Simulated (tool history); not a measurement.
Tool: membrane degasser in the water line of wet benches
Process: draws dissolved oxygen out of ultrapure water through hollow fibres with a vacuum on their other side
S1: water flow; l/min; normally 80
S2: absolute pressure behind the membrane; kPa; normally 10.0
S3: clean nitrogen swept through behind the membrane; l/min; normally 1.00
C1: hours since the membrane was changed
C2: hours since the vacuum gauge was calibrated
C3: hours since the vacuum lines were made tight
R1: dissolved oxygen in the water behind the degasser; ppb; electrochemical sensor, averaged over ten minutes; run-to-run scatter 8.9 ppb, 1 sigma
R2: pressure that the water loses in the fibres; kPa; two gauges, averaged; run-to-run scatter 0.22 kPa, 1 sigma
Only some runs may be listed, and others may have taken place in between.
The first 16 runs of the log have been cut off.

{"run": 17, "hour": 1985.7, "S1": 80, "S2": 7.7, "S3": 0.68, "C1": 5853, "C2": 5304, "C3": 2600, "R1": 835.0, "R2": 54.27}
{"run": 18, "hour": 2134.8, "S1": 95, "S2": 7.7, "S3": 0.68, "C1": 6002, "C2": 5453, "C3": 2749, "R1": 940.6, "R2": 64.73}
{"run": 19, "hour": 2228.7, "S1": 60, "S2": 7.9, "S3": 1.04, "C1": 6096, "C2": 5547, "C3": 2843, "R1": 521.8, "R2": 40.86}
{"run": 20, "hour": 2325.5, "S1": 100, "S2": 22.3, "S3": 0.96, "C1": 6193, "C2": 5644, "C3": 2940, "R1": 2508.7, "R2": 67.94}
{"run": 21, "hour": 2397.5, "S1": 103, "S2": 17.1, "S3": 0.5, "C1": 6265, "C2": 5716, "C3": 3012, "R1": 2725.3, "R2": 69.82}
{"run": 22, "hour": 2474.8, "S1": 103, "S2": 17.1, "S3": 0.5, "C1": 6342, "C2": 5793, "C3": 3089, "R1": 2729.5, "R2": 70.01}
{"run": 23, "hour": 2615.1, "S1": 101, "S2": 11.8, "S3": 1.84, "C1": 6483, "C2": 5933, "C3": 3229, "R1": 959.4, "R2": 68.97}
{"run": 24, "hour": 2778.6, "S1": 80, "S2": 10.0, "S3": 1.32, "C1": 6646, "C2": 6097, "C3": 3393, "R1": 781.5, "R2": 54.83}
{"run": 25, "hour": 2846.3, "S1": 80, "S2": 10.0, "S3": 1.32, "C1": 6714, "C2": 6165, "C3": 3460, "R1": 786.7, "R2": 54.23}
{"run": 26, "hour": 2927.1, "S1": 80, "S2": 6.5, "S3": 0.49, "C1": 6795, "C2": 6245, "C3": 3541, "R1": 754.5, "R2": 54.42}
{"run": 27, "hour": 3065.7, "S1": 51, "S2": 6.5, "S3": 0.49, "C1": 6933, "C2": 6384, "C3": 3680, "R1": 543.2, "R2": 34.86}
{"run": 28, "hour": 3219.0, "S1": 51, "S2": 6.5, "S3": 0.49, "C1": 7087, "C2": 6537, "C3": 3833, "R1": 558.4, "R2": 35.11}
{"run": 29, "hour": 3346.1, "S1": 56, "S2": 10.0, "S3": 1.0, "C1": 7214, "C2": 6664, "C3": 3960, "R1": 707.3, "R2": 38.36}
{"run": 30, "hour": 3498.5, "S1": 75, "S2": 8.1, "S3": 1.0, "C1": 7366, "C2": 6817, "C3": 4113, "R1": 672.6, "R2": 51.25}
{"run": 31, "hour": 3605.7, "S1": 75, "S2": 8.1, "S3": 0.65, "C1": 7473, "C2": 6924, "C3": 4220, "R1": 863.9, "R2": 51.55}
{"run": 32, "hour": 3719.8, "S1": 80, "S2": 9.9, "S3": 1.0, "C1": 7587, "C2": 7038, "C3": 4334, "R1": 913.7, "R2": 55.06}

Forecast each of these 4 alternatives for the next run:
{"run": "A", "hour": 3868.4, "S1": 80, "S2": 18.2, "S3": 1.57, "C1": 7736, "C2": 7187, "C3": 4482, "R1": "?", "R2": "?"}
{"run": "B", "hour": 3868.4, "S1": 94, "S2": 6.3, "S3": 2.44, "C1": 7736, "C2": 7187, "C3": 4482, "R1": "?", "R2": "?"}
{"run": "C", "hour": 3868.4, "S1": 80, "S2": 8.0, "S3": 1.0, "C1": 7736, "C2": 7187, "C3": 4482, "R1": "?", "R2": "?"}
{"run": "D", "hour": 3868.4, "S1": 84, "S2": 6.1, "S3": 1.5, "C1": 7736, "C2": 7187, "C3": 4482, "R1": "?", "R2": "?"}

run=A R1=1356.0 R2=55.34
run=B R1=369.9 R2=64.74
run=C R1=714.1 R2=55.12
run=D R1=409.9 R2=57.97
What these runs would have given with no unlogged condition in the tool:
run=A R1=1316.3 R2=52.31
run=B R1=318.9 R2=61.19
run=C R1=656.8 R2=52.11
run=D R1=355.6 R2=54.80
